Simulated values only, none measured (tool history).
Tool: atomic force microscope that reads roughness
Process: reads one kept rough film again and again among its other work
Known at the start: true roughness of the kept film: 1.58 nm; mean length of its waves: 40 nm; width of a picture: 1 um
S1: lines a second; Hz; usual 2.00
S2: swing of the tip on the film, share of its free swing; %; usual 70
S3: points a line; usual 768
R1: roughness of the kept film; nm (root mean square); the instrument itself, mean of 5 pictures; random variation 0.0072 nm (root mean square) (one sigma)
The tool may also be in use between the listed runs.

run  hour    S1  S2   S3     R1
  1   0.0  2.00  70  768  1.490
  2   4.8  2.00  70  768  1.487
  3   9.7  2.00  70  768  1.484
  4  14.1  2.00  70  768  1.470
  5  22.3  2.00  70  768  1.476
  6  28.5  2.00  84  623  1.422
     30.3  -- height scale calibrated on a step standard
  7  37.5  3.46  84  623  1.351
  8  44.3  2.00  67  417  1.475
  9  49.2  2.00  67  417  1.472
 10  58.1  3.26  70  285  1.423

Forecast each of these 5 alternatives for the next run:
  A  67.8  3.26  77  801   ?
  B  67.8  3.26  62  285   ?
  C  67.8  0.92  79  768   ?
  D  67.8  2.00  70  410   ?
  E  67.8  3.41  59  291   ?

run     R1
  A  1.406
  B  1.454
  C  1.471
  D  1.463
  E  1.477
Without the tool's hidden state the same runs would have given:
run     R1
  A  1.425
  B  1.474
  C  1.491
  D  1.483
  E  1.498
